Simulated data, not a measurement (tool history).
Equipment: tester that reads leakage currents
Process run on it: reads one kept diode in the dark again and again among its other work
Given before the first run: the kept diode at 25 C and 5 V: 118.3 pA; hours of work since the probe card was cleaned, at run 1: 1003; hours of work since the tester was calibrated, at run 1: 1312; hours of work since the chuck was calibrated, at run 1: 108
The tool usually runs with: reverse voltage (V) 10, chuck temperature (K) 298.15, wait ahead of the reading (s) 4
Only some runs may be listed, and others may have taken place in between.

run   hour  reverse voltage (V)  chuck temperature (K)  wait ahead of the reading (s)  hours of work since the probe card was cleaned  hours of work since the tester was calibrated  hours of work since the chuck was calibrated  current that the tester gives (pA)
  1      0                   10                 298.15                              4                                            1003                                           1312                                           108                              176.13
  2   39.6                   10                 298.15                              4                                            1034                                           1344                                           140                              175.07
  3   68.1                   10                 298.15                              4                                            1057                                           1366                                           162                              175.23
  4  118.5                   10                 298.15                              4                                            1097                                           1407                                           203                              176.04
  5    159                   10                 298.15                              4                                            1129                                           1439                                           235                              175.15
  6  189.3                 11.7                 298.15                              4                                            1153                                           1463                                           259                              191.68
  7  245.4                   10                 298.15                              4                                            1198                                           1508                                           304                              175.89
  8  289.1                   10                 298.15                           9.32                                            1233                                           1543                                           339                              175.04
  9  341.7                  3.4                 298.15                              4                                            1275                                           1585                                           380                               95.09
 10  377.1                   10                 298.15                           7.58                                            1303                                           1613                                           409                              175.34
 11    416                   10                 329.15                           7.58                                            1334                                           1644                                           440                             1355.59
 12    467                  7.1                 298.15                           0.57                                            1375                                           1684                                           480                              145.73
 13  525.6                  9.9                 311.15                           2.71                                            1422                                           1731                                           527                              432.52
 14  555.1                  9.9                 318.15                           1.13                                            1445                                           1755                                           551                              679.01
 15  599.2                    1                 298.15                           3.82                                            1480                                           1790                                           586                               47.79
 16  647.1                 16.9                 298.15                           0.51                                            1518                                           1828                                           624                              240.43
 17  681.8                   10                 298.15                           0.31                                            1546                                           1856                                           652                              179.86
 18  728.4                   10                 327.15                              4                                            1583                                           1893                                           689                             1202.47
 19  776.7                  4.1                 294.15                           3.58                                            1622                                           1931                                           727                               79.03
 20  811.7                 19.9                 294.15                           0.35                                            1650                                           1959                                           755                              199.31
 21  849.1                 19.9                 294.15                           0.35                                            1680                                           1989                                           785                              200.99

Below are 3 alternative next runs, each starting from the tool's condition after run 21. Predict each:
  A  903.6                 19.9                 294.15                           1.63                                            1723                                           2033                                           828                                   ?
  B  903.6                    9                 298.15                              4                                            1723                                           2033                                           828                                   ?
  C  903.6                 19.9                 301.15                           2.16                                            1723                                           2033                                           828                                   ?

run  current that the tester gives (pA)
  A                              194.55
  B                              165.78
  C                              321.34
The same runs, with their run-to-run variation unchanged, on a tool lacking any hidden condition would have given:
run  current that the tester gives (pA)
  A                              194.43
  B                              165.93
  C                              321.54
